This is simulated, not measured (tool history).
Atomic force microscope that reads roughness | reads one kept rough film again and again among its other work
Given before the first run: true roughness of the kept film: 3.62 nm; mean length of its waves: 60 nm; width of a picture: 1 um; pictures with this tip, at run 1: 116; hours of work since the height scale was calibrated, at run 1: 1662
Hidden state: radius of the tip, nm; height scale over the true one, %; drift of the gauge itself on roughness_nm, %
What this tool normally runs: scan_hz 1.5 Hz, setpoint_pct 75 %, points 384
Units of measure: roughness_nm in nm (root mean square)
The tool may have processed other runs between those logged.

run	hour	scan_hz	setpoint_pct	points	pictures with this tip	hours of work since the height scale was calibrated	roughness_nm
1	0	1.5	75	384	116	1662	3.218
2	63.6	1.5	75	384	198	1705	3.204
3	108.4	0.51	75	384	256	1735	3.389
# hour 121.5: new tip fitted
4	184.1	0.51	75	987	81	1785	3.402
5	241	0.51	75	987	154	1823	3.389
6	292	0.51	75	987	220	1857	3.41
# hour 332.9: new tip fitted
7	350	0.89	75	384	22	1896	3.348
8	406.7	1.5	65	384	95	1933	3.325
9	440.9	1.5	65	384	139	1956	3.328
10	507	2.58	65	384	224	2000	3.228
# hour 543.2: new tip fitted
11	584.7	2.58	67	384	54	2052	3.179
# hour 594.8: height scale calibrated on a step standard
12	626.2	1.5	62	384	106	21	3.38
13	673	1.5	62	384	166	52	3.363
14	730.7	1.5	62	384	241	91	3.351
# hour 752.6: new tip fitted
15	813.1	1.5	62	384	78	145	3.345
16	877.7	1.5	75	384	161	189	3.205
17	914	1.5	75	384	208	213	3.231
# hour 964.7: new tip fitted
18	971	1.5	75	384	9	251	3.218
19	1047.2	1.5	75	384	107	301	3.208
20	1098.9	1.5	75	384	174	336	3.209
21	1150.3	1.5	75	384	240	370	3.229
# hour 1176.3: new tip fitted
22	1223.5	1.5	75	384	61	419	3.205
23	1291.8	1.5	75	384	149	465	3.22
24	1347.7	2.24	84	384	221	502	2.893
# hour 1387.6: new tip fitted
25	1404.3	2.24	84	384	21	539	2.894
26	1464.3	2.24	84	384	99	579	2.892
27	1541.3	2.84	64	384	198	631	3.21
# hour 1600.7: new tip fitted
28	1601.7	2.84	64	384	1	671	3.216
29	1683.7	1.59	80	614	107	726	3.139
30	1718.5	1.59	80	614	152	749	3.113
31	1800.7	0.9	55	604	258	804	3.446
# hour 1812.6: new tip fitted
32	1854.6	0.9	55	604	55	839	3.475
33	1920.1	0.75	55	604	139	883	3.461
34	1967.1	3.4	75	477	200	915	2.905
# hour 2024.7: new tip fitted
35	2027.6	0.63	70	490	4	955	3.42
36	2084.8	0.63	70	490	78	993	3.417
37	2117.9	0.63	70	490	121	1015	3.409
38	2167	0.87	70	631	184	1048	3.386
39	2231.5	0.87	70	631	267	1091	3.362
# hour 2237.9: new tip fitted
40	2312.4	0.55	75	384	96	1144	3.405

Run 41 is up next; what results do you expect?
41	2348	1.75	77	884	142	1168	?

Run 41 gave roughness_nm 3.135 nm (root mean square).
Take away the tool's hidden state, keep the run-to-run variation as it was, and the same run would have given roughness_nm 3.141 nm (root mean square).
